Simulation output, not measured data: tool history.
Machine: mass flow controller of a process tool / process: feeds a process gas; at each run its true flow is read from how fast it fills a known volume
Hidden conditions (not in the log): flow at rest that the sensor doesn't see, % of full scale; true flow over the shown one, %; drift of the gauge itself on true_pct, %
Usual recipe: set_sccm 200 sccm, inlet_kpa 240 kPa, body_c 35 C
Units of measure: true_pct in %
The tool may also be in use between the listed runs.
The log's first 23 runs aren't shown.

| run | hour | set_sccm | inlet_kpa | body_c | hours of work since the controller was set to zero | hours of work since the controller was changed | true_pct |
|---|---|---|---|---|---|---|---|
|  | 2333.1 | gauge calibrated |
| 24 | 2347.4 | 163 | 168 | 38 | 3919 | 3919 | 97.11 |
| 25 | 2481.7 | 163 | 168 | 38 | 4012 | 4012 | 97.01 |
| 26 | 2541 | 237 | 240 | 28 | 4053 | 4053 | 98.81 |
| 27 | 2653.1 | 207 | 187 | 26 | 4130 | 4130 | 98.56 |
| 28 | 2775.2 | 326 | 187 | 39 | 4215 | 4215 | 97.49 |
| 29 | 2853.9 | 97 | 148 | 39 | 4269 | 4269 | 96.35 |
| 30 | 2952.6 | 97 | 148 | 39 | 4337 | 4337 | 96.21 |
| 31 | 3043.7 | 200 | 240 | 29 | 4400 | 4400 | 98.16 |
| 32 | 3104.3 | 200 | 240 | 21 | 4442 | 4442 | 99.1 |
| 33 | 3179.9 | 200 | 240 | 21 | 4494 | 4494 | 98.95 |
| 34 | 3308.1 | 200 | 240 | 37 | 4583 | 4583 | 97.25 |
| 35 | 3430.8 | 62 | 240 | 29 | 4668 | 4668 | 97.37 |

Consider 3 possible next runs. They are alternatives, not a sequence: every one starts from the tool as it was left by run 35. What does each give?
| A | 3535.2 | 446 | 161 | 27 | 4740 | 4740 | ? |
| B | 3535.2 | 200 | 149 | 35 | 4740 | 4740 | ? |
| C | 3535.2 | 54 | 245 | 39 | 4740 | 4740 | ? |

| run | true_pct |
|---|---|
| A | 98.53 |
| B | 96.81 |
| C | 96.27 |
What these runs would have given with no unlogged condition in the tool:
| run | true_pct |
|---|---|
| A | 99.28 |
| B | 97.55 |
| C | 97.03 |

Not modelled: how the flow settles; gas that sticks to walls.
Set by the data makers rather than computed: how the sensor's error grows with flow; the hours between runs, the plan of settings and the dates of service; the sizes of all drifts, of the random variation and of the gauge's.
